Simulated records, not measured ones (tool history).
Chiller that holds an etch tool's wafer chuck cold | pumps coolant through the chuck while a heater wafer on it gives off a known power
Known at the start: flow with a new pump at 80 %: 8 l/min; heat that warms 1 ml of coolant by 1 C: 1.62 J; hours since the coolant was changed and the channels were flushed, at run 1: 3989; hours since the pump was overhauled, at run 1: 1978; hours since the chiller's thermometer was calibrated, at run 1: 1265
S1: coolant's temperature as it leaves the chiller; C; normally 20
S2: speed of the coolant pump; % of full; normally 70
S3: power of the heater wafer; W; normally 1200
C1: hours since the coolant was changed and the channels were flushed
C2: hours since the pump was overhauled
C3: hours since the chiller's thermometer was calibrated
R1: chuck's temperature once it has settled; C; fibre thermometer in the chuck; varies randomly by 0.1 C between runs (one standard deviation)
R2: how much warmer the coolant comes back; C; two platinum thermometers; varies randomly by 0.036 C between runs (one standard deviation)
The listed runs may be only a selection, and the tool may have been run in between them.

run   hour  S1  S2    S3    C1    C2    C3    R1    R2
  1      0  20  70  1200  3989  1978  1265  36.1  6.65
  2   44.4  20  70  1200  4034  2022  1310  36.2  6.62
  3   67.6  20  70  1200  4057  2046  1333  36.3  6.62
  4  106.4  20  70  1200  4096  2084  1372  36.3  6.56
  5    144  20  70  1200  4133  2122  1409  36.2  6.62
  6  172.4  20  64  1200  4162  2150  1438  37.5  7.29
  7  225.5  20  66  1200  4215  2204  1491  37.1  7.04
  8  263.8  20  70  1200  4253  2242  1529  36.4  6.59
  9  310.5  12  70  1200  4300  2289  1576  28.2  6.64
 10  344.1  12  70  1200  4333  2322  1609  28.4   6.6
 11  383.8  20  93  1200  4373  2362  1649  33.4  5.02
 12  414.9  10  70  1200  4404  2393  1680  26.3  6.64
 13  442.1  10  70  1200  4431  2420  1708  26.4  6.68
 14  494.3  10  70  1200  4483  2472  1760  26.4  6.64
 15  549.6  24  70  1200  4539  2528  1815  40.4  6.66
 16    600  20  70   740  4589  2578  1865  30.2  4.15
 17  644.7  18  82  1459  4634  2623  1910  35.9  6.92
 18    669  18  82  1459  4658  2647  1934  35.9  6.87
 19  723.4  10  74   866  4713  2701  1989  21.4  4.56
 20  758.7  13  89  1200  4748  2737  2024  27.1  5.19

Forecast run 21:
     763.2  -- chiller's thermometer calibrated
 21  790.5  20  83  1229  4779  2768  27   ?   ?

R1: 35.1 C
R2: 5.77 C
Take away the tool's hidden state, keep the run-to-run variation as it was, and the same run would have given R1 33.1 C, R2 5.5 C.
